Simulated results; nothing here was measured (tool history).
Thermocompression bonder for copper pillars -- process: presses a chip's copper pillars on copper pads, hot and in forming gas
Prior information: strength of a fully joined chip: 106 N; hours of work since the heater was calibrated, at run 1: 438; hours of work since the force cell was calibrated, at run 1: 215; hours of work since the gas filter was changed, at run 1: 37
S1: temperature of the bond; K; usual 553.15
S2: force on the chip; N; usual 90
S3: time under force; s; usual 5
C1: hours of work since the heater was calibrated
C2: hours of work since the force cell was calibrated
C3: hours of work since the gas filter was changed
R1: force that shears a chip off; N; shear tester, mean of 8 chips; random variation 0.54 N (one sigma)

{"run": 1, "hour": 0.0, "S1": 553.15, "S2": 90, "S3": 5, "C1": 438, "C2": 215, "C3": 37, "R1": 67.8}
{"run": 2, "hour": 4.9, "S1": 553.15, "S2": 90, "S3": 5, "C1": 441, "C2": 218, "C3": 40, "R1": 67.8}
{"run": 3, "hour": 14.2, "S1": 553.15, "S2": 90, "S3": 5, "C1": 447, "C2": 224, "C3": 46, "R1": 67.0}
{"run": 4, "hour": 23.1, "S1": 553.15, "S2": 90, "S3": 5, "C1": 452, "C2": 230, "C3": 51, "R1": 67.7}
{"run": 5, "hour": 30.8, "S1": 553.15, "S2": 90, "S3": 5, "C1": 457, "C2": 234, "C3": 56, "R1": 68.0}
{"run": 6, "hour": 38.0, "S1": 553.15, "S2": 59, "S3": 5, "C1": 461, "C2": 239, "C3": 60, "R1": 49.8}
{"run": 7, "hour": 46.8, "S1": 553.15, "S2": 59, "S3": 5, "C1": 467, "C2": 244, "C3": 66, "R1": 49.8}
{"run": 8, "hour": 52.0, "S1": 553.15, "S2": 59, "S3": 5, "C1": 470, "C2": 247, "C3": 69, "R1": 48.8}
{"run": 9, "hour": 59.0, "S1": 533.15, "S2": 90, "S3": 5, "C1": 474, "C2": 252, "C3": 73, "R1": 55.9}
{"run": 10, "hour": 64.9, "S1": 567.15, "S2": 63, "S3": 11, "C1": 478, "C2": 255, "C3": 77, "R1": 74.5}
{"run": 11, "hour": 70.6, "S1": 567.15, "S2": 63, "S3": 11, "C1": 481, "C2": 259, "C3": 80, "R1": 73.3}
{"run": 12, "hour": 75.2, "S1": 581.15, "S2": 76, "S3": 5, "C1": 484, "C2": 262, "C3": 83, "R1": 74.3}
{"run": 13, "hour": 84.0, "S1": 581.15, "S2": 76, "S3": 5, "C1": 490, "C2": 267, "C3": 89, "R1": 74.1}
{"run": 14, "hour": 91.2, "S1": 553.15, "S2": 76, "S3": 5, "C1": 494, "C2": 272, "C3": 93, "R1": 59.2}
{"run": 15, "hour": 99.0, "S1": 543.15, "S2": 90, "S3": 5, "C1": 499, "C2": 276, "C3": 98, "R1": 62.2}
{"run": 16, "hour": 105.2, "S1": 543.15, "S2": 90, "S3": 12, "C1": 503, "C2": 280, "C3": 102, "R1": 76.9}

Predict the results of run 17:
{"run": 17, "hour": 114.2, "S1": 543.15, "S2": 90, "S3": 12, "C1": 508, "C2": 286, "C3": 107, "R1": "?"}

R1: 77.9 N
Minus the tool's unlogged condition, the same run would have read R1 81.6 N.

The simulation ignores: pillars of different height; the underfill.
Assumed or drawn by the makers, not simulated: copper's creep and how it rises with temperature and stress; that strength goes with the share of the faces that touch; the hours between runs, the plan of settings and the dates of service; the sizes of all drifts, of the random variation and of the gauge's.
